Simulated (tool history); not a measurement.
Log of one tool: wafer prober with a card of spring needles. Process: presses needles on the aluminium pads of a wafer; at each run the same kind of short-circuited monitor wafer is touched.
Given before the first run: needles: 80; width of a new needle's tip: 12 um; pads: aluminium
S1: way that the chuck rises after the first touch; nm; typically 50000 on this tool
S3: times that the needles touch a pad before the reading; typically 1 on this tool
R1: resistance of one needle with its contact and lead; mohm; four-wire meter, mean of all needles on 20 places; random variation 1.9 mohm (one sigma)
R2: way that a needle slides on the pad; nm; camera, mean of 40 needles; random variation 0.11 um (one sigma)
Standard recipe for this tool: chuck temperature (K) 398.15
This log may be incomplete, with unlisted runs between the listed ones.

{"run": 1, "hour": 0.0, "S1": 50000, "chuck temperature (K)": 398.15, "S3": 1, "R1": 248, "R2": 12590}
{"hour": 1.5, "done": "tips cleaned on abrasive film"}
{"hour": 5.1, "done": "tips cleaned on abrasive film"}
{"hour": 8.6, "done": "tips cleaned on abrasive film"}
{"hour": 12.2, "done": "tips cleaned on abrasive film"}
{"hour": 15.8, "done": "tips cleaned on abrasive film"}
{"hour": 19.3, "done": "tips cleaned on abrasive film"}
{"hour": 20.3, "done": "height of the first contact set anew"}
{"hour": 23.2, "done": "tips cleaned on abrasive film"}
{"hour": 26.8, "done": "tips cleaned on abrasive film"}
{"hour": 30.4, "done": "tips cleaned on abrasive film"}
{"run": 2, "hour": 31.4, "S1": 50000, "chuck temperature (K)": 398.15, "S3": 1, "R1": 238, "R2": 12950}
{"hour": 33.6, "done": "tips cleaned on abrasive film"}
{"hour": 36.5, "done": "tips cleaned on abrasive film"}
{"hour": 40.0, "done": "tips cleaned on abrasive film"}
{"hour": 43.6, "done": "tips cleaned on abrasive film"}
{"hour": 47.2, "done": "tips cleaned on abrasive film"}
{"run": 3, "hour": 47.5, "S1": 50000, "chuck temperature (K)": 398.15, "S3": 2, "R1": 215, "R2": 12870}
{"hour": 50.3, "done": "tips cleaned on abrasive film"}
{"hour": 53.2, "done": "tips cleaned on abrasive film"}
{"hour": 56.8, "done": "tips cleaned on abrasive film"}
{"hour": 60.4, "done": "tips cleaned on abrasive film"}
{"hour": 63.2, "done": "tips cleaned on abrasive film"}
{"hour": 66.8, "done": "tips cleaned on abrasive film"}
{"hour": 69.8, "done": "tips cleaned on abrasive film"}
{"run": 4, "hour": 69.8, "S1": 50000, "chuck temperature (K)": 398.15, "S3": 1, "R1": 219, "R2": 12800}
{"hour": 73.3, "done": "tips cleaned on abrasive film"}
{"hour": 76.9, "done": "tips cleaned on abrasive film"}
{"hour": 80.5, "done": "tips cleaned on abrasive film"}
{"hour": 83.4, "done": "tips cleaned on abrasive film"}
{"hour": 86.9, "done": "tips cleaned on abrasive film"}
{"run": 5, "hour": 88.0, "S1": 50000, "chuck temperature (K)": 398.15, "S3": 1, "R1": 241, "R2": 12540}
{"hour": 90.2, "done": "tips cleaned on abrasive film"}
{"hour": 93.7, "done": "tips cleaned on abrasive film"}
{"hour": 97.3, "done": "tips cleaned on abrasive film"}
{"hour": 100.9, "done": "tips cleaned on abrasive film"}
{"hour": 104.5, "done": "tips cleaned on abrasive film"}
{"hour": 108.0, "done": "tips cleaned on abrasive film"}
{"hour": 111.6, "done": "tips cleaned on abrasive film"}
{"hour": 114.7, "done": "height of the first contact set anew"}
{"hour": 115.5, "done": "tips cleaned on abrasive film"}
{"run": 6, "hour": 115.9, "S1": 50000, "chuck temperature (K)": 398.15, "S3": 1, "R1": 228, "R2": 13220}
{"hour": 118.8, "done": "tips cleaned on abrasive film"}
{"hour": 122.4, "done": "tips cleaned on abrasive film"}
{"hour": 126.0, "done": "tips cleaned on abrasive film"}
{"hour": 129.5, "done": "tips cleaned on abrasive film"}
{"run": 7, "hour": 131.4, "S1": 50000, "chuck temperature (K)": 398.15, "S3": 1, "R1": 258, "R2": 12900}
{"hour": 132.2, "done": "tips cleaned on abrasive film, once more"}
{"hour": 135.8, "done": "tips cleaned on abrasive film"}
{"hour": 139.3, "done": "tips cleaned on abrasive film"}
{"hour": 142.9, "done": "tips cleaned on abrasive film"}
{"hour": 146.5, "done": "tips cleaned on abrasive film"}
{"hour": 150.0, "done": "tips cleaned on abrasive film"}
{"run": 8, "hour": 150.8, "S1": 50000, "chuck temperature (K)": 398.15, "S3": 1, "R1": 236, "R2": 12900}
{"hour": 153.0, "done": "tips cleaned on abrasive film"}
{"hour": 156.6, "done": "tips cleaned on abrasive film"}
{"hour": 160.2, "done": "tips cleaned on abrasive film"}
{"hour": 163.7, "done": "tips cleaned on abrasive film"}
{"hour": 167.3, "done": "tips cleaned on abrasive film"}
{"hour": 170.9, "done": "tips cleaned on abrasive film"}
{"run": 9, "hour": 171.2, "S1": 50000, "chuck temperature (K)": 398.15, "S3": 1, "R1": 224, "R2": 12660}
{"hour": 174.1, "done": "tips cleaned on abrasive film"}
{"hour": 177.7, "done": "tips cleaned on abrasive film"}
{"hour": 181.2, "done": "tips cleaned on abrasive film"}
{"hour": 184.8, "done": "tips cleaned on abrasive film"}
{"hour": 188.4, "done": "tips cleaned on abrasive film"}
{"hour": 192.0, "done": "tips cleaned on abrasive film"}
{"hour": 195.5, "done": "tips cleaned on abrasive film"}
{"hour": 199.1, "done": "tips cleaned on abrasive film"}
{"hour": 202.2, "done": "tips cleaned on abrasive film"}
{"run": 10, "hour": 202.2, "S1": 50000, "chuck temperature (K)": 398.15, "S3": 1, "R1": 213, "R2": 12310}
{"hour": 205.1, "done": "tips cleaned on abrasive film"}
{"hour": 208.6, "done": "tips cleaned on abrasive film"}
{"hour": 208.9, "done": "height of the first contact set anew"}
{"hour": 212.5, "done": "tips cleaned on abrasive film"}
{"hour": 216.1, "done": "tips cleaned on abrasive film"}
{"hour": 219.6, "done": "tips cleaned on abrasive film"}
{"hour": 223.2, "done": "tips cleaned on abrasive film"}
{"run": 11, "hour": 224.0, "S1": 50000, "chuck temperature (K)": 398.15, "S3": 1, "R1": 240, "R2": 13140}
{"hour": 226.2, "done": "tips cleaned on abrasive film"}
{"hour": 229.8, "done": "tips cleaned on abrasive film"}
{"hour": 232.7, "done": "tips cleaned on abrasive film"}
{"hour": 236.3, "done": "tips cleaned on abrasive film"}
{"hour": 239.8, "done": "tips cleaned on abrasive film"}
{"hour": 243.4, "done": "tips cleaned on abrasive film"}
{"hour": 247.0, "done": "tips cleaned on abrasive film"}
{"hour": 250.5, "done": "tips cleaned on abrasive film"}
{"run": 12, "hour": 253.1, "S1": 41000, "chuck temperature (K)": 313.15, "S3": 3, "R1": 234, "R2": 10410}
{"hour": 253.9, "done": "tips cleaned on abrasive film"}
{"hour": 257.5, "done": "tips cleaned on abrasive film"}
{"hour": 261.1, "done": "tips cleaned on abrasive film"}
{"hour": 264.6, "done": "tips cleaned on abrasive film"}
{"hour": 268.2, "done": "tips cleaned on abrasive film"}
{"hour": 271.8, "done": "tips cleaned on abrasive film"}
{"hour": 275.3, "done": "tips cleaned on abrasive film"}
{"hour": 278.2, "done": "tips cleaned on abrasive film"}
{"hour": 281.8, "done": "tips cleaned on abrasive film"}
{"run": 13, "hour": 281.9, "S1": 51000, "chuck temperature (K)": 376.15, "S3": 1, "R1": 215, "R2": 12720}
{"hour": 284.7, "done": "tips cleaned on abrasive film"}
{"hour": 288.3, "done": "tips cleaned on abrasive film"}
{"hour": 291.9, "done": "tips cleaned on abrasive film"}
{"hour": 295.5, "done": "tips cleaned on abrasive film"}
{"hour": 299.0, "done": "tips cleaned on abrasive film"}
{"hour": 302.6, "done": "tips cleaned on abrasive film"}
{"hour": 302.9, "done": "height of the first contact set anew"}
{"hour": 306.5, "done": "tips cleaned on abrasive film"}
{"hour": 309.3, "done": "tips cleaned on abrasive film"}
{"run": 14, "hour": 310.0, "S1": 51000, "chuck temperature (K)": 376.15, "S3": 1, "R1": 229, "R2": 13490}
{"hour": 312.9, "done": "tips cleaned on abrasive film"}
{"hour": 316.4, "done": "tips cleaned on abrasive film"}
{"hour": 320.0, "done": "tips cleaned on abrasive film"}
{"hour": 323.6, "done": "tips cleaned on abrasive film"}
{"hour": 327.1, "done": "tips cleaned on abrasive film"}
{"run": 15, "hour": 329.4, "S1": 51000, "chuck temperature (K)": 376.15, "S3": 1, "R1": 265, "R2": 13130}
{"hour": 330.2, "done": "tips cleaned on abrasive film"}
{"hour": 333.7, "done": "tips cleaned on abrasive film"}
{"hour": 337.3, "done": "tips cleaned on abrasive film"}
{"hour": 340.9, "done": "tips cleaned on abrasive film"}
{"hour": 344.4, "done": "tips cleaned on abrasive film"}
{"hour": 348.0, "done": "tips cleaned on abrasive film"}
{"hour": 350.9, "done": "tips cleaned on abrasive film"}
{"hour": 354.5, "done": "tips cleaned on abrasive film"}
{"hour": 357.3, "done": "tips cleaned on abrasive film"}
{"hour": 360.9, "done": "tips cleaned on abrasive film"}
{"run": 16, "hour": 361.3, "S1": 36000, "chuck temperature (K)": 343.15, "S3": 1, "R1": 253, "R2": 9010}
{"hour": 364.2, "done": "tips cleaned on abrasive film"}
{"hour": 367.7, "done": "tips cleaned on abrasive film"}
{"hour": 371.3, "done": "tips cleaned on abrasive film"}
{"hour": 374.9, "done": "tips cleaned on abrasive film"}
{"hour": 378.5, "done": "tips cleaned on abrasive film"}
{"hour": 382.0, "done": "tips cleaned on abrasive film"}
{"hour": 385.6, "done": "tips cleaned on abrasive film"}
{"hour": 389.2, "done": "tips cleaned on abrasive film"}
{"hour": 401.2, "done": "card fitted with new needles"}
{"run": 17, "hour": 401.6, "S1": 36000, "chuck temperature (K)": 343.15, "S3": 1, "R1": 208, "R2": 9310}
{"hour": 404.5, "done": "tips cleaned on abrasive film"}
{"hour": 408.0, "done": "tips cleaned on abrasive film"}
{"hour": 411.6, "done": "tips cleaned on abrasive film"}
{"hour": 415.2, "done": "tips cleaned on abrasive film"}
{"hour": 418.7, "done": "tips cleaned on abrasive film"}
{"hour": 422.3, "done": "tips cleaned on abrasive film"}
{"hour": 425.9, "done": "tips cleaned on abrasive film"}
{"run": 18, "hour": 427.1, "S1": 34000, "chuck temperature (K)": 322.15, "S3": 3, "R1": 216, "R2": 8730}
{"hour": 429.3, "done": "tips cleaned on abrasive film"}
{"hour": 432.8, "done": "tips cleaned on abrasive film"}
{"hour": 436.4, "done": "tips cleaned on abrasive film"}
{"hour": 440.0, "done": "tips cleaned on abrasive film"}
{"hour": 443.6, "done": "tips cleaned on abrasive film"}
{"run": 19, "hour": 446.1, "S1": 50000, "chuck temperature (K)": 345.15, "S3": 3, "R1": 213, "R2": 12940}
{"hour": 446.9, "done": "tips cleaned on abrasive film"}
{"hour": 449.8, "done": "tips cleaned on abrasive film"}
{"hour": 453.3, "done": "tips cleaned on abrasive film"}
{"hour": 456.9, "done": "tips cleaned on abrasive film"}
{"hour": 460.5, "done": "tips cleaned on abrasive film"}
{"hour": 464.1, "done": "tips cleaned on abrasive film"}
{"hour": 467.6, "done": "tips cleaned on abrasive film"}
{"hour": 470.5, "done": "tips cleaned on abrasive film"}
{"hour": 474.1, "done": "tips cleaned on abrasive film"}
{"run": 20, "hour": 475.4, "S1": 50000, "chuck temperature (K)": 345.15, "S3": 3, "R1": 215, "R2": 12380}
{"hour": 477.6, "done": "tips cleaned on abrasive film"}
{"hour": 481.1, "done": "tips cleaned on abrasive film"}
{"hour": 484.7, "done": "tips cleaned on abrasive film"}
{"hour": 488.3, "done": "tips cleaned on abrasive film"}
{"hour": 491.9, "done": "tips cleaned on abrasive film"}
{"run": 21, "hour": 492.6, "S1": 51000, "chuck temperature (K)": 344.15, "S3": 2, "R1": 207, "R2": 12650}
{"hour": 494.8, "done": "tips cleaned on abrasive film"}
{"hour": 495.1, "done": "height of the first contact set anew"}
{"hour": 497.9, "done": "tips cleaned on abrasive film"}
{"hour": 501.5, "done": "tips cleaned on abrasive film"}
{"hour": 505.1, "done": "tips cleaned on abrasive film"}
{"hour": 508.6, "done": "tips cleaned on abrasive film"}
{"hour": 512.2, "done": "tips cleaned on abrasive film"}
{"run": 22, "hour": 512.2, "S1": 64000, "chuck temperature (K)": 336.15, "S3": 2, "R1": 194, "R2": 16700}

Difference, measured minus no-hidden-state, one row per run. Run-to-run variation is common to both terms; the gauge's own scatter need not be:
The tool's hidden condition here consists of: debris on the tips, nm; way that the needles fall short of the set height, um; tips' diameter, um; drift of the gauge itself on contact_mohm, %; drift of the gauge itself on scrub_um, %.
run=1 R1=+42 R2=-690
run=2 R1=+30 R2=-80
run=3 R1=+8 R2=-210
run=4 R1=+11 R2=-410
run=5 R1=+32 R2=-580
run=6 R1=+21 R2=-30
run=7 R1=+51 R2=-140
run=8 R1=+29 R2=-330
run=9 R1=+15 R2=-510
run=10 R1=+7 R2=-790
run=11 R1=+32 R2=-130
run=12 R1=+43 R2=-380
run=13 R1=+15 R2=-660
run=14 R1=+32 R2=-70
run=15 R1=+64 R2=-240
run=16 R1=+52 R2=-540
run=17 R1=+11 R2=+0
run=18 R1=+20 R2=-190
run=19 R1=+19 R2=-350
run=20 R1=+14 R2=-630
run=21 R1=+12 R2=-780
run=22 R1=+4 R2=-160

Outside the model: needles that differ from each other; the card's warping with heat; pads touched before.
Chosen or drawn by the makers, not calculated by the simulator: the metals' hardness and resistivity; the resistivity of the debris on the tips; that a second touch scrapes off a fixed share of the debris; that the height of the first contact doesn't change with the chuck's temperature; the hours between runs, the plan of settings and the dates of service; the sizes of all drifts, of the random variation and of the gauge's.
